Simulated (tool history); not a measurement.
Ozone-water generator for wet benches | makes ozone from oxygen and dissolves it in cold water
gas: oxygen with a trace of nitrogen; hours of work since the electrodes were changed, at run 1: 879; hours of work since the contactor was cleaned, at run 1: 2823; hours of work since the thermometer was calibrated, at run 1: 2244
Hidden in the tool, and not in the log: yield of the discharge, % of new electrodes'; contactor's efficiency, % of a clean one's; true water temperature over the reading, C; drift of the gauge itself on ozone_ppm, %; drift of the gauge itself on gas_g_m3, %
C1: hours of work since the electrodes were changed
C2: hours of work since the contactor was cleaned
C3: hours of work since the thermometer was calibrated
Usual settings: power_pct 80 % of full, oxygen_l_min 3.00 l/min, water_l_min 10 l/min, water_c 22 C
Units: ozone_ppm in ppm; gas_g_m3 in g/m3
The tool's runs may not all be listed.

Run 1, hour 0.0: usual settings; C1 879; C2 2823; C3 2244. Result: ozone_ppm 23.0 ppm, gas_g_m3 270.8 g/m3.
Run 2, hour 22.3: usual settings but power_pct 44 % of full; C1 892; C2 2837; C3 2257. Result: ozone_ppm 16.3 ppm, gas_g_m3 193.5 g/m3.
Run 3, hour 44.5: usual settings; C1 906; C2 2850; C3 2270. Result: ozone_ppm 23.6 ppm, gas_g_m3 272.0 g/m3.
Run 4, hour 66.8: usual settings; C1 919; C2 2864; C3 2284. Result: ozone_ppm 23.3 ppm, gas_g_m3 272.5 g/m3.
Run 5, hour 94.9: usual settings; C1 936; C2 2881; C3 2301. Result: ozone_ppm 23.1 ppm, gas_g_m3 270.6 g/m3.
Run 6, hour 133.9: usual settings; C1 960; C2 2904; C3 2325. Result: ozone_ppm 22.5 ppm, gas_g_m3 271.2 g/m3.
Run 7, hour 161.9: usual settings; C1 977; C2 2921; C3 2341. Result: ozone_ppm 23.2 ppm, gas_g_m3 270.3 g/m3.
Run 8, hour 183.7: usual settings but power_pct 58 % of full; C1 990; C2 2935; C3 2355. Result: ozone_ppm 19.0 ppm, gas_g_m3 225.1 g/m3.
Run 9, hour 225.6: usual settings; C1 1015; C2 2960; C3 2380. Result: ozone_ppm 22.8 ppm, gas_g_m3 270.5 g/m3.
Run 10, hour 246.7: usual settings; C1 1028; C2 2973; C3 2393. Result: ozone_ppm 23.2 ppm, gas_g_m3 270.1 g/m3.
Run 11, hour 279.0: usual settings; C1 1048; C2 2992; C3 2412. Result: ozone_ppm 22.9 ppm, gas_g_m3 270.2 g/m3.
Run 12, hour 316.6: usual settings; C1 1070; C2 3015; C3 2435. Result: ozone_ppm 23.0 ppm, gas_g_m3 267.7 g/m3.
Run 13, hour 347.7: usual settings but power_pct 65 % of full; C1 1089; C2 3034; C3 2454. Result: ozone_ppm 20.9 ppm, gas_g_m3 239.8 g/m3.
Run 14, hour 373.0: usual settings but power_pct 65 % of full; C1 1104; C2 3049; C3 2469. Result: ozone_ppm 20.6 ppm, gas_g_m3 239.5 g/m3.
Run 15, hour 412.3: usual settings but power_pct 65 % of full; C1 1128; C2 3073; C3 2493. Result: ozone_ppm 20.7 ppm, gas_g_m3 238.0 g/m3.
Run 16, hour 451.3: usual settings but power_pct 65 % of full; C1 1152; C2 3096; C3 2516. Result: ozone_ppm 20.5 ppm, gas_g_m3 238.8 g/m3.
Run 17, hour 474.2: usual settings but oxygen_l_min 1.86 l/min, water_c 16 C; C1 1166; C2 3110; C3 2530. Result: ozone_ppm 26.3 ppm, gas_g_m3 369.0 g/m3.
Run 18, hour 511.5: usual settings but power_pct 45 % of full, oxygen_l_min 1.84 l/min, water_l_min 6 l/min, water_c 16 C; C1 1188; C2 3133; C3 2553. Result: ozone_ppm 31.0 ppm, gas_g_m3 268.5 g/m3.
Run 19, hour 533.3: usual settings but power_pct 45 % of full, oxygen_l_min 1.84 l/min, water_l_min 6 l/min, water_c 16 C; C1 1201; C2 3146; C3 2566. Result: ozone_ppm 30.5 ppm, gas_g_m3 269.8 g/m3.
Run 20, hour 570.9: usual settings but power_pct 45 % of full, oxygen_l_min 1.84 l/min, water_l_min 6 l/min, water_c 16 C; C1 1224; C2 3169; C3 2589. Result: ozone_ppm 30.6 ppm, gas_g_m3 268.4 g/m3.
Run 21, hour 606.5: usual settings but power_pct 45 % of full, oxygen_l_min 1.51 l/min, water_l_min 14 l/min, water_c 17 C; C1 1246; C2 3190; C3 2610. Result: ozone_ppm 13.1 ppm, gas_g_m3 309.5 g/m3.
Run 22, hour 644.2: usual settings but power_pct 45 % of full, oxygen_l_min 1.51 l/min, water_l_min 14 l/min, water_c 17 C; C1 1268; C2 3213; C3 2633. Result: ozone_ppm 13.4 ppm, gas_g_m3 308.0 g/m3.
Run 23, hour 667.9: usual settings but power_pct 45 % of full, oxygen_l_min 1.51 l/min, water_l_min 14 l/min, water_c 17 C; C1 1283; C2 3227; C3 2647. Result: ozone_ppm 13.3 ppm, gas_g_m3 305.3 g/m3.
Run 24, hour 687.5: usual settings but power_pct 45 % of full, oxygen_l_min 3.48 l/min, water_l_min 8 l/min, water_c 17 C; C1 1295; C2 3239; C3 2659. Result: ozone_ppm 21.0 ppm, gas_g_m3 172.6 g/m3.
Run 25, hour 717.3: usual settings but power_pct 56 % of full, water_l_min 13 l/min; C1 1313; C2 3257; C3 2677. Result: ozone_ppm 14.8 ppm, gas_g_m3 215.7 g/m3.

Forecast run 26:
Run 26, hour 740.5: usual settings but power_pct 56 % of full, water_l_min 13 l/min; C1 1327; C2 3271; C3 2691. Result: ozone_ppm ?, gas_g_m3 ?.

ozone_ppm: 15.0 ppm
gas_g_m3: 216.5 g/m3
Without the tool's hidden state the same run would have given ozone_ppm 15.0 ppm, gas_g_m3 222.0 g/m3.
